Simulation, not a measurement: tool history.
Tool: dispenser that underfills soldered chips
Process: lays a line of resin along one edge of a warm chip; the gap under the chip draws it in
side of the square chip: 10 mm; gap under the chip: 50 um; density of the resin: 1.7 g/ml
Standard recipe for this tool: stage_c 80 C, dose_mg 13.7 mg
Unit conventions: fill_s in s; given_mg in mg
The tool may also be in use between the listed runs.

{"run": 1, "hour": 0.0, "stage_c": 80, "dose_mg": 13.7, "fill_s": 102.6, "given_mg": 13.2}
{"hour": 5.2, "done": "new syringe of resin"}
{"run": 2, "hour": 5.4, "stage_c": 72, "dose_mg": 13.7, "fill_s": 100.5, "given_mg": 13.19}
{"run": 3, "hour": 10.8, "stage_c": 80, "dose_mg": 13.7, "fill_s": 90.2, "given_mg": 13.07}
{"run": 4, "hour": 16.1, "stage_c": 80, "dose_mg": 13.7, "fill_s": 108.3, "given_mg": 13.06}
{"hour": 19.7, "done": "new syringe of resin"}
{"run": 5, "hour": 20.6, "stage_c": 80, "dose_mg": 12.4, "fill_s": 77.2, "given_mg": 11.88}
{"run": 6, "hour": 25.7, "stage_c": 80, "dose_mg": 14.6, "fill_s": 91.2, "given_mg": 13.93}
{"run": 7, "hour": 29.4, "stage_c": 80, "dose_mg": 14.6, "fill_s": 102.4, "given_mg": 14.08}
{"run": 8, "hour": 33.5, "stage_c": 80, "dose_mg": 14.6, "fill_s": 117.8, "given_mg": 13.91}
{"hour": 34.2, "done": "new syringe of resin"}
{"run": 9, "hour": 38.1, "stage_c": 84, "dose_mg": 13.2, "fill_s": 73.5, "given_mg": 12.7}
{"run": 10, "hour": 42.7, "stage_c": 84, "dose_mg": 13.2, "fill_s": 85.7, "given_mg": 12.4}
{"run": 11, "hour": 45.4, "stage_c": 70, "dose_mg": 14.3, "fill_s": 162.0, "given_mg": 13.51}
{"hour": 48.7, "done": "new syringe of resin"}
{"run": 12, "hour": 51.1, "stage_c": 80, "dose_mg": 12.1, "fill_s": 84.6, "given_mg": 11.46}
{"run": 13, "hour": 56.3, "stage_c": 80, "dose_mg": 12.1, "fill_s": 101.7, "given_mg": 11.26}
{"run": 14, "hour": 59.5, "stage_c": 71, "dose_mg": 12.2, "fill_s": 157.1, "given_mg": 11.45}
{"hour": 63.3, "done": "new syringe of resin"}
{"run": 15, "hour": 64.6, "stage_c": 80, "dose_mg": 13.9, "fill_s": 76.9, "given_mg": 13.08}
{"run": 16, "hour": 69.2, "stage_c": 83, "dose_mg": 13.9, "fill_s": 83.2, "given_mg": 13.03}

What if the next run were any one of these 5? Each begins from the tool's condition after run 16:
{"run": "A", "hour": 75.0, "stage_c": 93, "dose_mg": 14.0, "fill_s": "?", "given_mg": "?"}
{"run": "B", "hour": 75.0, "stage_c": 83, "dose_mg": 13.1, "fill_s": "?", "given_mg": "?"}
{"run": "C", "hour": 75.0, "stage_c": 77, "dose_mg": 13.7, "fill_s": "?", "given_mg": "?"}
{"run": "D", "hour": 75.0, "stage_c": 89, "dose_mg": 13.6, "fill_s": "?", "given_mg": "?"}
{"run": "E", "hour": 75.0, "stage_c": 88, "dose_mg": 12.9, "fill_s": "?", "given_mg": "?"}

run=A fill_s=70.5 given_mg=13.08
run=B fill_s=102.2 given_mg=12.23
run=C fill_s=125.4 given_mg=12.53
run=D fill_s=81.8 given_mg=12.62
run=E fill_s=85.2 given_mg=11.94
Without the tool's unlogged condition, the same runs would have read:
run=A fill_s=45.6 given_mg=14.03
run=B fill_s=65.9 given_mg=13.11
run=C fill_s=80.9 given_mg=13.45
run=D fill_s=52.9 given_mg=13.54
run=E fill_s=54.8 given_mg=12.81
